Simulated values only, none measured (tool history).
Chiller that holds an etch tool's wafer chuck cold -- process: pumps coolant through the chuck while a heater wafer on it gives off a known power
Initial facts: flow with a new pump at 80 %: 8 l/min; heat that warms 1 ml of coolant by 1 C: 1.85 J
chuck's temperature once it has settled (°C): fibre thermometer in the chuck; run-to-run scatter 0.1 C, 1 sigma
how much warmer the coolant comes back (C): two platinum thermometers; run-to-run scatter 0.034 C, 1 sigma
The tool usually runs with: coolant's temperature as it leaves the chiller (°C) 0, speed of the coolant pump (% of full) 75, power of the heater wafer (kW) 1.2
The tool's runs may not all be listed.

run,day,coolant's temperature as it leaves the chiller (°C),speed of the coolant pump (% of full),power of the heater wafer (kW),chuck's temperature once it has settled (°C),how much warmer the coolant comes back (C)
1,0,0,75,1.2,9.5,5.19
2,1.492,-6,75,1.2,3.6,5.26
3,2.65,0,75,1.728,13.7,7.48
4,3.775,0,75,1.728,13.8,7.43
5,5.1,0,75,1.728,13.6,7.5
6,6.175,0,75,1.728,13.7,7.57
7,7.833,0,75,1.728,13.6,7.47
8,9.3,0,75,1.728,13.8,7.54
9,10.875,0,75,1.2,9.8,5.23
10,12.529,0,75,1.2,9.6,5.27
11,14.008,0,75,1.2,9.8,5.2
12,15.688,0,75,1.2,9.6,5.24
13,16.875,0,75,1.2,9.7,5.26
14,18.108,0,63,1.2,10.9,6.3
15,19.567,0,72,1.2,9.9,5.52
16,20.767,0,75,1.2,9.7,5.26
17,21.579,0,75,1.2,9.7,5.24
18,23.192,-8,65,1.2,2.9,6.15
19,24.546,4,71,1.285,14.9,5.95
20,25.529,-5,71,0.886,2.7,4.08
21,26.558,-1,71,0.886,6.7,4.07
22,27.617,-4,92,0.886,2.3,3.11
23,28.392,0,75,0.696,5.9,3.01
24,29.312,0,75,0.696,5.7,3.05
25,30.083,1,66,1.399,13.5,7.1
26,31.358,1,66,1.399,13.5,7.06
27,32.575,1,66,1.399,13.5,7.13
28,33.679,1,66,1.399,13.5,7.1
29,35.133,3,72,0.911,10.7,4.19
30,35.846,3,72,0.911,10.7,4.22
31,37.467,4,64,1.2,14.9,6.23

What if the next run were any one of these 5? Each begins from the tool's condition after run 31:
A,38.338,1,83,1.782,?,?
B,38.338,3,75,1.167,?,?
C,38.338,0,75,1.005,?,?
D,38.338,-8,74,1.2,?,?
E,38.338,4,76,1.014,?,?

run,chuck's temperature once it has settled (°C),how much warmer the coolant comes back (C)
A,14.5,7.02
B,12.5,5.15
C,8.2,4.4
D,1.9,5.41
E,12.4,4.43
With the hidden condition removed and each run's random variation left untouched, the same runs would have given:
run,chuck's temperature once it has settled (°C),how much warmer the coolant comes back (C)
A,13.6,6.91
B,11.7,5.07
C,7.5,4.33
D,1.1,5.32
E,11.6,4.37
